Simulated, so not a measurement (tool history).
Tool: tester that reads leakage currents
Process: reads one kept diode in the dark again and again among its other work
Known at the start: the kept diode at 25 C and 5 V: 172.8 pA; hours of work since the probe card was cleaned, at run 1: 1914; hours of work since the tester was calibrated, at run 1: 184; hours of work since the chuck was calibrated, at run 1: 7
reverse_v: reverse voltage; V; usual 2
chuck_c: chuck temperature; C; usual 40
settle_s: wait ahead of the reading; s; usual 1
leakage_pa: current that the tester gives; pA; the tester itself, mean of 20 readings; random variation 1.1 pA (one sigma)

run,hour,reverse_v,chuck_c,settle_s,hours of work since the probe card was cleaned,hours of work since the tester was calibrated,hours of work since the chuck was calibrated,leakage_pa
1,0,2,40,1,1914,184,7,380.45
2,37.3,2,40,1,1939,209,32,382.94
3,57.4,2,40,1,1952,222,45,384.04
4,78.2,2,40,1,1966,236,59,384.93
5,115.3,2,40,1,1991,260,83,389.86
6,149.9,2,40,1,2013,283,106,391.14
7,193,2,40,1,2042,311,135,393.22
8,213.4,6.83,40,1,2055,325,148,637
9,243.7,6.83,40,1,2075,345,168,639.73
10,271.1,6.83,40,1,2094,363,186,643.2
11,315.4,2.24,40,1,2123,392,216,419.48
12,348,2.24,40,1,2144,414,237,423.95
13,375.2,2.24,40,1,2162,432,255,425.06
14,404.1,3.62,37,1,2181,451,274,417.23
15,444.3,1.73,33,1.99,2208,478,301,235.21
16,482.7,2.41,34,6.69,2234,503,326,289.13
17,505.1,2.41,34,6.69,2248,518,341,291.45
18,549.8,1.22,47,5.43,2278,547,371,561.38
# hour 554.7: probe card cleaned and baked
19,573.4,1.22,47,5.43,12,561,384,567.54
20,592.7,1.22,25,5.43,25,574,397,116.55
21,634,1.65,25,5.43,52,601,424,133.16
22,665.4,7.78,25,5.43,73,622,445,254.78
23,704.4,2.8,40,8.54,99,648,471,493.28
24,750.1,2.78,27,1,129,678,501,195.57
25,769.6,2.78,27,1,142,691,514,196.45
# hour 785.9: chuck's temperature calibrated
# hour 792.7: probe card cleaned and baked, once more
26,796.1,2.78,27,0.98,2,705,5,162.95

Hidden state or all else? Some run-to-run changes of leakage_pa, split into what the settings, what came in and random variation would give without the hidden state, and what is left for the hidden state (with any gauge scatter that isn't in both results):
The hidden state here: stray current of the dirty probe card, pA a volt; current scale over the true one, %; true chuck temperature over the reading, C; drift of the gauge itself on leakage_pa, %.
Run 19 -> 20: chuck_c 47 -> 25. leakage_pa -450.99 pA: hidden state -40.29, all else -410.7.
Run 23 -> 24: reverse_v 2.8 -> 2.78, chuck_c 40 -> 27, settle_s 8.54 -> 1. leakage_pa -297.71 pA: hidden state -32.09, all else -265.62.
Run 25 -> 26: settle_s 1 -> 0.98, chuck's temperature calibrated, probe card cleaned and baked, once more. leakage_pa -33.5 pA: hidden state -33.18, all else -0.32.
